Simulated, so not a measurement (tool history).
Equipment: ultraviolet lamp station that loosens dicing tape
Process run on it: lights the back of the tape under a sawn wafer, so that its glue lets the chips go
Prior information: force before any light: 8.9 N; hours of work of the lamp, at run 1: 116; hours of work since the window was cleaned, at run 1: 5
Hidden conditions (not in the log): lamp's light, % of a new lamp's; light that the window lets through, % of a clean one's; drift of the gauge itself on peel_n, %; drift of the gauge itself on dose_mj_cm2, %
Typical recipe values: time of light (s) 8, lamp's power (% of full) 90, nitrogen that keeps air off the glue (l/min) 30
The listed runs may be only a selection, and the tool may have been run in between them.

| run | hour | time of light (s) | lamp's power (% of full) | nitrogen that keeps air off the glue (l/min) | hours of work of the lamp | hours of work since the window was cleaned | force that peels the tape off (N) | light that reached the tape (mJ/cm²) |
|---|---|---|---|---|---|---|---|---|
| 1 | 0.0 | 8 | 90 | 30 | 116 | 5 | 0.560 | 632 |
| 2 | 15.8 | 8 | 90 | 30 | 123 | 12 | 0.573 | 621 |
| 3 | 27.1 | 8 | 90 | 30 | 128 | 17 | 0.548 | 617 |
| 4 | 50.5 | 8 | 90 | 30 | 138 | 27 | 0.574 | 622 |
| 5 | 70.3 | 8 | 90 | 30 | 147 | 36 | 0.574 | 624 |
| 6 | 85.3 | 8 | 90 | 30 | 154 | 43 | 0.556 | 618 |
| 7 | 110.8 | 8 | 79 | 29 | 165 | 54 | 0.753 | 548 |
| 8 | 131.1 | 8 | 73 | 27 | 174 | 63 | 0.992 | 503 |
| 9 | 150.9 | 16 | 82 | 30 | 183 | 72 | 0.165 | 1138 |
| 10 | 167.5 | 4 | 70 | 40 | 190 | 80 | 2.582 | 240 |
| 11 | 186.4 | 8 | 77 | 30 | 199 | 88 | 0.796 | 530 |
| 12 | 209.0 | 8 | 77 | 30 | 209 | 98 | 0.806 | 531 |

Branching from run 12: 3 alternative next runs. What would each branch give?
| A | 221.7 | 8 | 65 | 33 | 215 | 104 | ? | ? |
| B | 221.7 | 8 | 89 | 30 | 215 | 104 | ? | ? |
| C | 221.7 | 5 | 77 | 29 | 215 | 104 | ? | ? |

| run | force that peels the tape off (N) | light that reached the tape (mJ/cm²) |
|---|---|---|
| A | 1.065 | 443 |
| B | 0.607 | 612 |
| C | 1.915 | 331 |
With no hidden state in the tool, these same runs would have given:
| run | force that peels the tape off (N) | light that reached the tape (mJ/cm²) |
|---|---|---|
| A | 1.063 | 449 |
| B | 0.605 | 621 |
| C | 1.912 | 336 |
